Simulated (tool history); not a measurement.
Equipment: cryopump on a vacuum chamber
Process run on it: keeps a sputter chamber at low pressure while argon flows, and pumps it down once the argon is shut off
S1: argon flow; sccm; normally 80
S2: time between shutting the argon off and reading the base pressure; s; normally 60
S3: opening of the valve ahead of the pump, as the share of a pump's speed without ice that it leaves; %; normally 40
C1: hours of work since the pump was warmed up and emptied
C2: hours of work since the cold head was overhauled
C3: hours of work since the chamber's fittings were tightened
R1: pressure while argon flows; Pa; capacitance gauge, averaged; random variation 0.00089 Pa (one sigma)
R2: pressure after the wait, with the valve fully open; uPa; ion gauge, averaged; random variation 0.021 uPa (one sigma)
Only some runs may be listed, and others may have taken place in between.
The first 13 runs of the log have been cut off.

| run | hour | S1 | S2 | S3 | C1 | C2 | C3 | R1 | R2 |
|---|---|---|---|---|---|---|---|---|---|
| 14 | 332.7 | 80 | 260 | 40 | 169 | 643 | 382 | 0.1936 | 0.67 |
| 15 | 356.8 | 80 | 260 | 40 | 186 | 659 | 399 | 0.1965 | 0.70 |
| 16 | 385.8 | 80 | 260 | 40 | 205 | 679 | 418 | 0.1975 | 0.71 |
| 17 | 403.8 | 127 | 60 | 40 | 218 | 691 | 431 | 0.3129 | 0.99 |
| 18 | 437.1 | 127 | 60 | 40 | 241 | 714 | 454 | 0.3178 | 0.99 |
| 19 | 472.7 | 60 | 43 | 20 | 265 | 739 | 478 | 0.2905 | 1.17 |
| 20 | 499.4 | 88 | 226 | 20 | 283 | 757 | 496 | 0.4263 | 0.87 |
| 21 | 529.0 | 40 | 76 | 34 | 304 | 777 | 517 | 0.1171 | 1.05 |
| 22 | 548.8 | 80 | 50 | 38 | 317 | 791 | 530 | 0.2135 | 1.18 |
| 23 | 584.3 | 60 | 50 | 16 | 341 | 815 | 554 | 0.3613 | 1.24 |
| 24 | 618.1 | 60 | 50 | 16 | 365 | 838 | 578 | 0.3657 | 1.27 |
| 25 | 643.6 | 80 | 75 | 23 | 382 | 856 | 595 | 0.3446 | 1.22 |
| 26 | 677.9 | 80 | 77 | 57 | 406 | 879 | 618 | 0.1548 | 1.17 |
| 27 | 699.8 | 43 | 214 | 40 | 421 | 894 | 634 | 0.1125 | 1.08 |
| 28 | 732.2 | 43 | 214 | 40 | 443 | 916 | 656 | 0.1157 | 1.10 |
| 29 | 754.2 | 43 | 214 | 40 | 458 | 931 | 671 | 0.1159 | 1.17 |
| 30 | 770.0 | 63 | 112 | 15 | 469 | 942 | 682 | 0.4102 | 1.22 |
|  | 782.9 | pump warmed up, emptied and cooled again |
| 31 | 791.2 | 63 | 112 | 15 | 6 | 953 | 693 | 0.3860 | 0.93 |
| 32 | 806.3 | 40 | 60 | 22 | 16 | 964 | 703 | 0.1670 | 1.12 |
| 33 | 836.7 | 80 | 178 | 19 | 37 | 984 | 724 | 0.3921 | 0.94 |

Below are 3 alternative next runs, each starting from the tool's condition after run 33. Predict each:
| A | 864.5 | 111 | 63 | 15 | 56 | 1003 | 743 | ? | ? |
| B | 864.5 | 80 | 178 | 45 | 56 | 1003 | 743 | ? | ? |
| C | 864.5 | 40 | 178 | 19 | 56 | 1003 | 743 | ? | ? |

| run | R1 | R2 |
|---|---|---|
| A | 0.6816 | 1.15 |
| B | 0.1675 | 0.92 |
| C | 0.1983 | 0.96 |
What these runs would have given with no unlogged condition in the tool:
| run | R1 | R2 |
|---|---|---|
| A | 0.6769 | 0.48 |
| B | 0.1641 | 0.25 |
| C | 0.1966 | 0.28 |
